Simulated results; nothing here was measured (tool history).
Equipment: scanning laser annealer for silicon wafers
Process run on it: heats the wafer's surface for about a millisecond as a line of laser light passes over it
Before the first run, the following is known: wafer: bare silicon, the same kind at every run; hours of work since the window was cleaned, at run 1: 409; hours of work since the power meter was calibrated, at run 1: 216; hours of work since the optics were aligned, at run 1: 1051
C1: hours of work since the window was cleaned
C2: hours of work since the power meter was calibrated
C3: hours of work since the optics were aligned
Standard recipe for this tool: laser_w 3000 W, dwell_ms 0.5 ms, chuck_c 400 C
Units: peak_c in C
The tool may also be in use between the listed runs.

Run 1, hour 0: usual settings; C1 409; C2 216; C3 1051. Result: peak_c 1138 C.
Run 2, hour 13.7: usual settings but dwell_ms 0.401 ms; C1 418; C2 226; C3 1061. Result: peak_c 1055 C.
At hour 30.6: optics aligned, line set to its width.
Run 3, hour 39.5: usual settings but dwell_ms 0.401 ms; C1 432; C2 240; C3 6. Result: peak_c 1056 C.
Run 4, hour 55.4: usual settings but laser_w 3175 W; C1 443; C2 251; C3 17. Result: peak_c 1179 C.
Run 5, hour 67.5: usual settings but laser_w 3175 W; C1 452; C2 259; C3 25. Result: peak_c 1181 C.
Run 6, hour 86.6: usual settings but laser_w 3175 W; C1 465; C2 272; C3 38. Result: peak_c 1181 C.
Run 7, hour 97.8: usual settings but laser_w 3175 W; C1 472; C2 280; C3 46. Result: peak_c 1183 C.
Run 8, hour 120.9: usual settings but laser_w 3175 W; C1 488; C2 295; C3 62. Result: peak_c 1177 C.
Run 9, hour 137.9: usual settings but laser_w 3175 W; C1 500; C2 307; C3 73. Result: peak_c 1179 C.
Run 10, hour 154.9: usual settings; C1 511; C2 319; C3 85. Result: peak_c 1142 C.
Run 11, hour 172.7: usual settings but chuck_c 390 C; C1 523; C2 331; C3 97. Result: peak_c 1131 C.
Run 12, hour 195.7: usual settings but dwell_ms 0.613 ms; C1 539; C2 346; C3 113. Result: peak_c 1224 C.
Run 13, hour 206.2: usual settings but dwell_ms 0.613 ms; C1 546; C2 354; C3 120. Result: peak_c 1224 C.
Run 14, hour 219.4: usual settings but dwell_ms 0.613 ms; C1 555; C2 363; C3 129. Result: peak_c 1225 C.
Run 15, hour 242.6: usual settings but laser_w 2928 W, dwell_ms 0.613 ms; C1 571; C2 378; C3 145. Result: peak_c 1203 C.
Run 16, hour 264.1: usual settings but laser_w 2928 W, dwell_ms 0.613 ms; C1 586; C2 393; C3 159. Result: peak_c 1206 C.
Run 17, hour 285.6: usual settings but laser_w 3135 W; C1 600; C2 408; C3 174. Result: peak_c 1171 C.
Run 18, hour 309.1: usual settings but laser_w 3135 W; C1 616; C2 424; C3 190. Result: peak_c 1173 C.
Run 19, hour 331.5: usual settings but laser_w 2795 W, chuck_c 413 C; C1 632; C2 439; C3 205. Result: peak_c 1106 C.
Run 20, hour 355: usual settings but chuck_c 383 C; C1 648; C2 455; C3 221. Result: peak_c 1123 C.
Run 21, hour 371.8: usual settings but chuck_c 432 C; C1 659; C2 467; C3 233. Result: peak_c 1170 C.
Run 22, hour 391: usual settings but laser_w 3080 W, dwell_ms 0.392 ms, chuck_c 373 C; C1 672; C2 480; C3 246. Result: peak_c 1038 C.
Run 23, hour 404.5: usual settings but laser_w 3080 W, dwell_ms 0.392 ms, chuck_c 373 C; C1 682; C2 489; C3 255. Result: peak_c 1038 C.
Run 24, hour 422.1: usual settings but dwell_ms 0.519 ms; C1 694; C2 501; C3 267. Result: peak_c 1154 C.
Run 25, hour 444.9: usual settings but laser_w 2859 W, dwell_ms 0.519 ms, chuck_c 437 C; C1 709; C2 516; C3 283. Result: peak_c 1156 C.
Run 26, hour 460.2: usual settings but laser_w 3130 W, dwell_ms 0.519 ms, chuck_c 437 C; C1 720; C2 527; C3 293. Result: peak_c 1221 C.
Run 27, hour 471.8: usual settings but chuck_c 427 C; C1 728; C2 535; C3 301. Result: peak_c 1167 C.
Run 28, hour 484.1: usual settings but chuck_c 427 C; C1 736; C2 543; C3 309. Result: peak_c 1165 C.
Run 29, hour 498.7: usual settings but laser_w 2781 W, dwell_ms 0.353 ms, chuck_c 427 C; C1 746; C2 553; C3 319. Result: peak_c 998 C.
Run 30, hour 515.1: usual settings but laser_w 2647 W, dwell_ms 0.456 ms, chuck_c 431 C; C1 757; C2 564; C3 331. Result: peak_c 1055 C.
Run 31, hour 537.4: usual settings but laser_w 2647 W, dwell_ms 0.456 ms, chuck_c 431 C; C1 772; C2 580; C3 346. Result: peak_c 1056 C.
Run 32, hour 547.7: usual settings but laser_w 3165 W, dwell_ms 0.444 ms, chuck_c 411 C; C1 779; C2 587; C3 353. Result: peak_c 1140 C.

Each row is a separate what-if for the run after 32, all from the same tool condition, not one after another. Results?
Run A, hour 562.2: usual settings but dwell_ms 0.566 ms; C1 789; C2 596; C3 363. Result: peak_c ?.
Run B, hour 562.2: usual settings but laser_w 3026 W, dwell_ms 0.472 ms, chuck_c 411 C; C1 789; C2 596; C3 363. Result: peak_c ?.
Run C, hour 562.2: usual settings but laser_w 2614 W, dwell_ms 0.549 ms, chuck_c 407 C; C1 789; C2 596; C3 363. Result: peak_c ?.
Run D, hour 562.2: usual settings but laser_w 3285 W, dwell_ms 0.439 ms, chuck_c 373 C; C1 789; C2 596; C3 363. Result: peak_c ?.

run  peak_c
  A    1189
  B    1135
  C    1090
  D    1121
With the hidden condition removed and each run's random variation left untouched, the same runs would have given:
run  peak_c
  A    1190
  B    1136
  C    1091
  D    1122
